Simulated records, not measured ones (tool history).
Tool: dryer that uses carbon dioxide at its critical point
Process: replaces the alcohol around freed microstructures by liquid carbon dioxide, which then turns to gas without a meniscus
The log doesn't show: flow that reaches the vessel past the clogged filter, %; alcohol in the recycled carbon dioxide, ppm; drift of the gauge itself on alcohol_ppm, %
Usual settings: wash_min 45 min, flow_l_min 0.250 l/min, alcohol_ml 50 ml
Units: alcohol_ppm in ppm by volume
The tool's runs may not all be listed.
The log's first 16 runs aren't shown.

run,hour,wash_min,flow_l_min,alcohol_ml,hours of work since the filter was changed,hours of work since the purifier's bed was changed,alcohol_ppm
17,120.8,34,0.353,29,388,247,170
18,130.0,29,0.162,29,393,252,2210
19,138.9,29,0.162,29,398,258,2225
20,145.5,45,0.217,24,402,261,300
21,150.4,45,0.356,24,405,264,104
22,160.6,40,0.177,37,411,270,1106
23,168.6,54,0.250,50,415,275,187
24,173.2,27,0.202,50,418,277,2763
25,181.5,34,0.336,111,423,282,556
26,187.5,34,0.336,111,426,285,571
27,192.1,34,0.336,111,429,288,582
28,199.1,34,0.227,50,433,292,1142
29,205.1,44,0.217,50,436,296,587
30,213.0,27,0.263,26,441,300,779

Forecast each of these 4 alternatives for the next run:
A,218.3,49,0.263,26,444,303,?
B,218.3,27,0.263,45,444,303,?
C,218.3,55,0.407,26,444,303,?
D,218.3,71,0.321,105,444,303,?

run,alcohol_ppm
A,173
B,1280
C,108
D,106
Without the tool's hidden state the same runs would have given:
run,alcohol_ppm
A,47
B,882
C,7
D,6
